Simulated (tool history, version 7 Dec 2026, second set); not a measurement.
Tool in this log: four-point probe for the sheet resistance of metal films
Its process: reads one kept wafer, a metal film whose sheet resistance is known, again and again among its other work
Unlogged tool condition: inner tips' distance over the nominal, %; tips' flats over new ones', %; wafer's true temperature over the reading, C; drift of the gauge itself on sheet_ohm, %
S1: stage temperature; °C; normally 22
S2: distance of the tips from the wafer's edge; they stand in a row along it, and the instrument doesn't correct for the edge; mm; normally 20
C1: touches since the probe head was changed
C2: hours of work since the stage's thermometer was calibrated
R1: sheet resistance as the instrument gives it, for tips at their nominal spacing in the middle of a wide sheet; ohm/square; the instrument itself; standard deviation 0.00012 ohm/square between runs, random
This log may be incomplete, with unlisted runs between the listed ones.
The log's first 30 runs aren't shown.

run,hour,S1,S2,C1,C2,R1
31,821.8,29,6,46851,189,0.605191
32,853.6,29,6,48118,212,0.605087
33,876.2,33,20,49020,228,0.593422
34,903.9,31,6,50121,248,0.605563
35,937.2,22,6,51448,272,0.603052
36,961.7,32,8,52423,290,0.599734
37,998.1,24,11,53873,316,0.593927
38,1022.6,24,11,54850,333,0.593772
39,1052.1,29,6,56024,354,0.604657
40,1081.6,34,7,57198,376,0.602339
41,1109.7,19,7,58319,396,0.598471
42,1147.5,19,7,59826,423,0.598237

Branching from run 42: 5 alternative next runs. What would each branch give?
A,1167.5,31,20,60620,437,?
B,1167.5,31,17,60620,437,?
C,1167.5,18,14,60620,437,?
D,1167.5,25,8,60620,437,?
E,1167.5,33,75,60620,437,?

run,R1
A,0.592180
B,0.592946
C,0.590769
D,0.597365
E,0.591466
Take away the tool's hidden state, keep each run's random variation, and the runs would have read:
run,R1
A,0.597758
B,0.598531
C,0.596349
D,0.602994
E,0.597036
